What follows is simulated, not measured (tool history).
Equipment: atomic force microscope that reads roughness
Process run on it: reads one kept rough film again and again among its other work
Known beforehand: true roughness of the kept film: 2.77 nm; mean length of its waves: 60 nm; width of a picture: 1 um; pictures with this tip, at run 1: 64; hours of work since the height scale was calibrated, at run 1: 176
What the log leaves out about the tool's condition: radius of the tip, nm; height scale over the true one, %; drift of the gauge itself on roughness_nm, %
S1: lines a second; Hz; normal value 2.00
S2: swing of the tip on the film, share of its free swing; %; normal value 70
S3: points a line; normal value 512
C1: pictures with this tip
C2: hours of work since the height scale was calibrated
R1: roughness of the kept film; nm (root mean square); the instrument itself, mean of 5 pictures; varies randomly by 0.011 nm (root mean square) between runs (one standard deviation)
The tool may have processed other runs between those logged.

run,day,S1,S2,S3,C1,C2,R1
1,0.000,2.00,70,512,64,176,2.526
2,0.542,2.00,70,512,84,185,2.488
# day 0.975: new tip fitted
3,0.996,2.00,70,512,1,192,2.583
4,1.258,2.00,70,512,11,197,2.607
5,1.833,2.00,70,512,32,206,2.560
6,2.396,2.00,70,512,53,215,2.530
7,2.888,2.00,70,512,72,224,2.519
8,3.450,2.00,70,512,93,233,2.498
# day 3.675: new tip fitted
9,4.046,0.55,70,512,14,243,2.675
10,4.533,2.80,70,512,32,251,2.515
11,5.117,2.80,70,512,54,260,2.481
12,5.425,2.00,87,512,66,265,2.368
13,5.942,2.00,87,512,85,274,2.346
14,6.296,2.00,87,512,98,280,2.336
# day 6.350: new tip fitted
15,6.571,2.00,87,512,8,284,2.438
16,6.850,2.00,87,472,18,289,2.423
17,7.267,2.00,87,472,34,296,2.397
18,7.750,0.58,70,512,52,304,2.616
19,8.342,2.00,70,512,74,314,2.527
20,8.804,2.00,70,512,92,321,2.496
# day 9.067: new tip fitted
21,9.275,2.00,70,512,7,329,2.572
22,9.550,2.00,70,512,18,333,2.587
23,9.838,0.62,70,512,28,338,2.634
24,10.288,0.62,70,512,45,346,2.612
25,10.771,1.68,80,304,63,354,2.475
26,11.033,2.00,82,894,73,358,2.423
27,11.367,2.00,81,498,86,363,2.408
28,11.700,1.19,75,400,98,369,2.518
# day 11.771: new tip fitted
29,11.971,1.88,76,478,7,373,2.549
30,12.383,1.68,70,430,23,380,2.572
31,12.929,1.68,70,430,43,389,2.577
32,13.238,0.77,69,965,55,394,2.615
33,13.729,2.56,63,512,73,402,2.536
34,14.312,1.69,64,560,95,412,2.534
# day 14.479: new tip fitted
35,14.721,2.00,66,641,9,419,2.601
36,15.012,2.62,70,740,20,423,2.530

Run 37 has not been measured yet. What should we expect?
37,15.533,2.05,68,822,39,432,?

{"run 37": {"R1": 2.548}}
Without the tool's hidden state the same run would have given R1 2.609 nm (root mean square).

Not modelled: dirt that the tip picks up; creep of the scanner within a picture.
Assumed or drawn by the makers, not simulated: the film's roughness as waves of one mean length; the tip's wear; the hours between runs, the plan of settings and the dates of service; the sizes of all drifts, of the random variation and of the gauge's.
